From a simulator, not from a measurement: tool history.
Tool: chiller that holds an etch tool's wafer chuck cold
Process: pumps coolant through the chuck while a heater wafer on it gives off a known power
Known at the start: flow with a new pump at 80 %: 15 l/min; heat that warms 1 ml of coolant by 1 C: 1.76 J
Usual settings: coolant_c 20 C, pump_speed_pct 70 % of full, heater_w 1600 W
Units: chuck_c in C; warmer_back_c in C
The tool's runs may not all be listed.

| run | day | coolant_c | pump_speed_pct | heater_w | chuck_c | warmer_back_c |
|---|---|---|---|---|---|---|
| 1 | 0 | 20 | 70 | 1600 | 33.7 | 4.24 |
| 2 | 1.621 | 20 | 66 | 1600 | 34.6 | 4.46 |
| 3 | 2.492 | 27 | 70 | 1600 | 40.8 | 4.24 |
| 4 | 3.75 | 27 | 70 | 1600 | 40.8 | 4.26 |
| 5 | 5.258 | 27 | 70 | 1600 | 40.7 | 4.28 |
| 6 | 7.017 | 14 | 70 | 1600 | 27.9 | 4.31 |
| 7 | 8.171 | 14 | 70 | 1600 | 27.7 | 4.34 |
| 8 | 9.221 | 20 | 70 | 1600 | 33.9 | 4.37 |
| 9 | 10.088 | 20 | 70 | 1600 | 33.8 | 4.25 |
| 10 | 11.954 | 20 | 70 | 1600 | 33.8 | 4.35 |
| 11 | 13.308 | 20 | 71 | 1600 | 33.5 | 4.35 |
| 12 | 14.896 | 20 | 71 | 1600 | 33.5 | 4.3 |
| 13 | 15.808 | 20 | 71 | 1600 | 33.5 | 4.32 |
| 14 | 17.521 | 20 | 71 | 1600 | 33.5 | 4.36 |
| 15 | 18.592 | 20 | 71 | 1600 | 33.6 | 4.36 |
| 16 | 19.833 | 20 | 70 | 1806 | 35.5 | 5.05 |
| 17 | 20.804 | 28 | 76 | 932 | 35.4 | 2.53 |
| 18 | 21.675 | 28 | 62 | 880 | 36.5 | 2.93 |
| 19 | 23.542 | 28 | 62 | 1902 | 46.3 | 5.99 |
|  | 23.929 | gauge calibrated |
| 20 | 25.096 | 19 | 61 | 2109 | 39.7 | 6.43 |
| 21 | 26.933 | 19 | 61 | 2109 | 39.5 | 6.46 |
| 22 | 28.254 | 13 | 76 | 1119 | 21.9 | 2.75 |
| 23 | 29.729 | 13 | 76 | 1119 | 22 | 2.79 |
| 24 | 31.204 | 20 | 78 | 2169 | 36.8 | 5.21 |
| 25 | 32.604 | 17 | 69 | 829 | 24.3 | 2.34 |
| 26 | 33.512 | 15 | 69 | 854 | 22.3 | 2.41 |
| 27 | 35.062 | 15 | 72 | 1439 | 26.9 | 3.84 |
| 28 | 37.071 | 20 | 70 | 1600 | 33.5 | 4.37 |
| 29 | 38.638 | 13 | 91 | 1703 | 24.5 | 3.58 |
| 30 | 39.546 | 13 | 91 | 1703 | 24.5 | 3.57 |
| 31 | 41.354 | 18 | 91 | 872 | 23.8 | 1.97 |

Forecast each of these 5 alternatives for the next run:
| A | 43.338 | 18 | 70 | 1600 | ? | ? |
| B | 43.338 | 28 | 82 | 859 | ? | ? |
| C | 43.338 | 18 | 91 | 928 | ? | ? |
| D | 43.338 | 16 | 75 | 2079 | ? | ? |
| E | 43.338 | 21 | 95 | 872 | ? | ? |

| run | chuck_c | warmer_back_c |
|---|---|---|
| A | 31.8 | 4.47 |
| B | 34.5 | 2.19 |
| C | 24.3 | 2.1 |
| D | 32.8 | 5.36 |
| E | 26.5 | 1.91 |
Without the tool's hidden state the same runs would have given:
| run | chuck_c | warmer_back_c |
|---|---|---|
| A | 31.8 | 4.22 |
| B | 34.4 | 1.94 |
| C | 24.3 | 1.84 |
| D | 32.8 | 5.1 |
| E | 26.5 | 1.66 |

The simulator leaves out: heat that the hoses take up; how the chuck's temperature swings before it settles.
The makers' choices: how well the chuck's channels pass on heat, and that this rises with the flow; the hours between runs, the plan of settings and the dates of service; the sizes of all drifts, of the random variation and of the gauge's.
